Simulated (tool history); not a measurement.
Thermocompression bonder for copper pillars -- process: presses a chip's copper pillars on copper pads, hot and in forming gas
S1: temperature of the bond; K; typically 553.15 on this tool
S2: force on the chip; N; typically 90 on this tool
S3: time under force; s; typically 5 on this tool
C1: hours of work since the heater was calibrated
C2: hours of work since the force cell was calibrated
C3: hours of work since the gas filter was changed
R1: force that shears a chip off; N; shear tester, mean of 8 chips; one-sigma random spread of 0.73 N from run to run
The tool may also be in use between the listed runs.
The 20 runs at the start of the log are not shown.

run     day      S1   S2  S3    C1   C2   C3    R1
 21  23.142  553.15   90  13   710   24  110  74.7
 22  23.796  553.15   90  13   721   35  121  74.7
 23  24.908  560.15   67   4   739   54  140    40
     25.112  -- forming gas filter changed
 24  25.533  554.15   98   8   750   64    7  76.5
 25  26.779  580.15   98  10   771   85   28  97.1
 26  27.775  580.15   98  10   787  102   45  98.6
 27  28.683  580.15  105   3   803  117   60  73.1
 28  29.546  580.15  105   3   817  132   75  73.9
 29  30.471  574.15   83   5   833  147   90  64.4
 30  31.738  556.15   88   5   854  169  112  58.2
 31  32.317  538.15  122  11   864  178  121    82
     33.675  -- forming gas filter changed
 32  33.696  556.15   90   5   887  201    0    61
 33  34.892  569.15   88   4   907  222   20  63.4
 34  35.738  569.15   60   4   921  236   35  41.1
 35  36.562  555.15   87   4   935  250   49  53.2
 36  37.458  532.15   87   3   950  265   64  34.8
 37  38.867  543.15   60   5   974  288   87  30.9
 38  39.575  543.15   60   5   986  300   99  30.8
 39  40.788  543.15   60   5  1006  321  120  30.9

4 ways to go on from here, each from the tool as it stands after run 39. What would each give?
  A  41.438  573.15  90  10  1017  332  131   ?
  B  41.438  543.15  94   5  1017  332  131   ?
  C  41.438  525.15  82   5  1017  332  131   ?
  D  41.438  554.15  85   7  1017  332  131   ?

run    R1
  A  84.3
  B    53
  C  35.2
  D  63.5
Had the tool no hidden state, the same runs would have come out as:
run    R1
  A  81.9
  B  49.4
  C  32.1
  D  59.9
